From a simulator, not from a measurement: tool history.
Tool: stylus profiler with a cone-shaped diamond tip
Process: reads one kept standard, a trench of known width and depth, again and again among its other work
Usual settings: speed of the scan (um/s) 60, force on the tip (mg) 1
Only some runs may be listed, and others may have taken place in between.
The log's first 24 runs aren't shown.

run,hour,speed of the scan (um/s),force on the tip (mg),depth of the trench (nm),width of the trench's floor (nm)
25,1775.7,60,2.65,509.04,44180
26,1838.4,173,1.22,506.25,43020
27,1936.9,173,0.95,505.35,42680
28,2003.2,60,1.88,507.81,43950
29,2073.1,50,1.48,506.79,43950
30,2130.6,113,1.03,505.48,43160
31,2219.5,18,0.34,503.85,43880
32,2273.7,167,1.85,507.71,43000
33,2385.7,44,2.06,508.19,43780
34,2434.4,44,2.06,508.52,43700
35,2548,227,2.1,508.62,42360
36,2657.1,43,2.86,510.27,43550
37,2753,43,2.86,510.57,43490
38,2859,82,2.47,509.6,43150
39,2945.2,82,2.47,509.68,43090
40,3050,188,1.17,506.71,41870

What does the tool deliver on the next run?
41,3138,15,2.14,?,?

{"run 41": {"depth of the trench (nm)": 509.28, "width of the trench's floor (nm)": 43310}}
On a tool with no hidden condition, and with the same random variation, this run would have come out at depth of the trench (nm) 507.03, width of the trench's floor (nm) 45490.
